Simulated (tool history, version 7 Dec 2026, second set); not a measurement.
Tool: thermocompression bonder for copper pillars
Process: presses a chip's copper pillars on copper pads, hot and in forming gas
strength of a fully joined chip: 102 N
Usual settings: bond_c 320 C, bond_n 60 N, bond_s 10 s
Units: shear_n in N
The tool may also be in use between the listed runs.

Run 1, day 0.000: usual settings. Result: shear_n 60.9 N.
Run 2, day 0.479: usual settings. Result: shear_n 61.0 N.
Run 3, day 0.958: usual settings. Result: shear_n 61.2 N.
Run 4, day 1.288: usual settings. Result: shear_n 61.4 N.
Run 5, day 1.704: usual settings. Result: shear_n 60.7 N.
Run 6, day 1.971: usual settings but bond_n 89 N. Result: shear_n 79.6 N.
Run 7, day 2.321: usual settings. Result: shear_n 60.5 N.
Run 8, day 2.650: usual settings but bond_c 305 C. Result: shear_n 54.1 N.
Run 9, day 2.908: usual settings but bond_c 305 C. Result: shear_n 54.4 N.
Run 10, day 3.242: usual settings. Result: shear_n 60.6 N.
Run 11, day 3.675: usual settings. Result: shear_n 60.2 N.
Run 12, day 4.108: usual settings. Result: shear_n 60.6 N.
Run 13, day 4.621: usual settings. Result: shear_n 60.4 N.
Run 14, day 4.838: usual settings. Result: shear_n 59.8 N.
Run 15, day 5.342: usual settings. Result: shear_n 59.7 N.
Run 16, day 5.608: usual settings. Result: shear_n 60.1 N.
Run 17, day 5.833: usual settings. Result: shear_n 60.0 N.
Run 18, day 6.083: usual settings but bond_n 48 N. Result: shear_n 48.7 N.
Run 19, day 6.425: usual settings but bond_n 48 N. Result: shear_n 48.9 N.
Run 20, day 6.871: usual settings but bond_c 303 C. Result: shear_n 52.5 N.
Run 21, day 7.258: usual settings but bond_c 303 C, bond_n 49 N, bond_s 13 s. Result: shear_n 47.3 N.
Run 22, day 7.796: usual settings but bond_c 310 C, bond_n 64 N, bond_s 5 s. Result: shear_n 46.7 N.
Run 23, day 8.038: usual settings but bond_c 310 C, bond_n 64 N, bond_s 5 s. Result: shear_n 46.5 N.
Run 24, day 8.538: usual settings but bond_c 314 C, bond_n 79 N, bond_s 15 s. Result: shear_n 77.0 N.
Run 25, day 8.942: usual settings but bond_n 63 N, bond_s 12 s. Result: shear_n 64.8 N.
Run 26, day 9.425: usual settings but bond_c 344 C, bond_n 74 N. Result: shear_n 77.6 N.
Run 27, day 9.688: usual settings but bond_c 344 C, bond_n 74 N. Result: shear_n 77.6 N.
Run 28, day 10.058: usual settings but bond_c 334 C, bond_n 76 N, bond_s 8 s. Result: shear_n 71.5 N.
Run 29, day 10.571: usual settings but bond_c 329 C, bond_n 50 N, bond_s 18 s. Result: shear_n 63.7 N.
Run 30, day 10.946: usual settings but bond_c 336 C, bond_n 53 N. Result: shear_n 58.9 N.
Run 31, day 11.329: usual settings but bond_c 326 C, bond_n 53 N, bond_s 21 s. Result: shear_n 67.7 N.
Run 32, day 11.704: usual settings but bond_c 310 C. Result: shear_n 54.9 N.
Run 33, day 11.996: usual settings but bond_c 310 C. Result: shear_n 54.5 N.
Run 34, day 12.300: usual settings but bond_c 329 C. Result: shear_n 62.4 N.
Run 35, day 12.650: usual settings but bond_c 329 C. Result: shear_n 62.0 N.
Run 36, day 13.021: usual settings but bond_c 329 C. Result: shear_n 61.9 N.
Run 37, day 13.250: usual settings but bond_c 298 C, bond_n 82 N, bond_s 7 s. Result: shear_n 58.2 N.
Run 38, day 13.554: usual settings but bond_c 298 C, bond_n 82 N, bond_s 7 s. Result: shear_n 58.2 N.
Run 39, day 13.867: usual settings but bond_c 298 C, bond_n 82 N, bond_s 7 s. Result: shear_n 57.9 N.

Hidden state or all else? Some run-to-run changes of shear_n, split into what the settings, what came in and random variation would give without the hidden state, and what is left for the hidden state (with any gauge scatter that isn't in both results):
The hidden state here: true temperature of the bond over the reading, C; force that reaches the chip, % of what is set; oxide that the forming gas leaves, % of the face; drift of the gauge itself on shear_n, %.
Run 5 -> 6: bond_n 60 -> 89. shear_n +18.9 N: hidden state -1.1, all else +20.0.
Run 6 -> 7: bond_n 89 -> 60. shear_n -19.1 N: hidden state +0.9, all else -20.0.
Run 23 -> 24: bond_c 310 -> 314, bond_n 64 -> 79, bond_s 5 -> 15. shear_n +30.5 N: hidden state -2.2, all else +32.7.
Run 25 -> 26: bond_c 320 -> 344, bond_n 63 -> 74, bond_s 12 -> 10. shear_n +12.8 N: hidden state -1.4, all else +14.2.

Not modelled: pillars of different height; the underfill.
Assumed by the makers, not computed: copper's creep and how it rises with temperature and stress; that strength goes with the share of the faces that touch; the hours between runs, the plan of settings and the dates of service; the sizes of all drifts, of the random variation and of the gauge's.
